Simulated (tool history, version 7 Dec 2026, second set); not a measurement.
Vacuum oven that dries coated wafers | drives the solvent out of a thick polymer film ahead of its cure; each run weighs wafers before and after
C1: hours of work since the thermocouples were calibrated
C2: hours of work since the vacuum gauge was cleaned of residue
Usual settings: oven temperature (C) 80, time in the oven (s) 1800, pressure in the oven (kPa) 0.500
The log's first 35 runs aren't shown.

{"run": 36, "hour": 1256.3, "oven temperature (C)": 80, "time in the oven (s)": 960, "pressure in the oven (kPa)": 1.773, "C1": 40, "C2": 1147, "solvent left in the film (%)": 4.58}
{"run": 37, "hour": 1306.6, "oven temperature (C)": 80, "time in the oven (s)": 960, "pressure in the oven (kPa)": 1.139, "C1": 62, "C2": 1169, "solvent left in the film (%)": 4.22}
{"run": 38, "hour": 1337.7, "oven temperature (C)": 80, "time in the oven (s)": 960, "pressure in the oven (kPa)": 1.139, "C1": 76, "C2": 1183, "solvent left in the film (%)": 4.16}
{"run": 39, "hour": 1382.4, "oven temperature (C)": 90, "time in the oven (s)": 2760, "pressure in the oven (kPa)": 1.047, "C1": 95, "C2": 1202, "solvent left in the film (%)": 0.48}
{"run": 40, "hour": 1421.8, "oven temperature (C)": 90, "time in the oven (s)": 2760, "pressure in the oven (kPa)": 1.047, "C1": 112, "C2": 1219, "solvent left in the film (%)": 0.49}
{"run": 41, "hour": 1474.3, "oven temperature (C)": 70, "time in the oven (s)": 2400, "pressure in the oven (kPa)": 0.505, "C1": 135, "C2": 1242, "solvent left in the film (%)": 3.21}
{"run": 42, "hour": 1521.8, "oven temperature (C)": 74, "time in the oven (s)": 1140, "pressure in the oven (kPa)": 0.64, "C1": 155, "C2": 1262, "solvent left in the film (%)": 5.8}
{"run": 43, "hour": 1546.1, "oven temperature (C)": 77, "time in the oven (s)": 1800, "pressure in the oven (kPa)": 1.912, "C1": 166, "C2": 1273, "solvent left in the film (%)": 2.89}
{"run": 44, "hour": 1585.1, "oven temperature (C)": 94, "time in the oven (s)": 1980, "pressure in the oven (kPa)": 1.009, "C1": 183, "C2": 1290, "solvent left in the film (%)": 0.4}
{"run": 45, "hour": 1612.3, "oven temperature (C)": 69, "time in the oven (s)": 1620, "pressure in the oven (kPa)": 0.936, "C1": 194, "C2": 1301, "solvent left in the film (%)": 6.43}
{"run": 46, "hour": 1665.4, "oven temperature (C)": 87, "time in the oven (s)": 1080, "pressure in the oven (kPa)": 0.291, "C1": 217, "C2": 1324, "solvent left in the film (%)": 0.95}
{"run": 47, "hour": 1714.3, "oven temperature (C)": 87, "time in the oven (s)": 1080, "pressure in the oven (kPa)": 0.291, "C1": 239, "C2": 1346, "solvent left in the film (%)": 0.96}

3 ways to go on from here, each from the tool as it stands after run 47. What would each give?
{"run": "A", "hour": 1745.4, "oven temperature (C)": 87, "time in the oven (s)": 1440, "pressure in the oven (kPa)": 0.342, "C1": 252, "C2": 1359, "solvent left in the film (%)": "?"}
{"run": "B", "hour": 1745.4, "oven temperature (C)": 75, "time in the oven (s)": 1800, "pressure in the oven (kPa)": 0.5, "C1": 252, "C2": 1359, "solvent left in the film (%)": "?"}
{"run": "C", "hour": 1745.4, "oven temperature (C)": 74, "time in the oven (s)": 1260, "pressure in the oven (kPa)": 0.555, "C1": 252, "C2": 1359, "solvent left in the film (%)": "?"}

run=A solvent_left_in_the_film_(%)=0.45
run=B solvent_left_in_the_film_(%)=2.67
run=C solvent_left_in_the_film_(%)=5.10
Without the tool's hidden state the same runs would have given:
run=A solvent_left_in_the_film_(%)=0.44
run=B solvent_left_in_the_film_(%)=2.66
run=C solvent_left_in_the_film_(%)=5.10
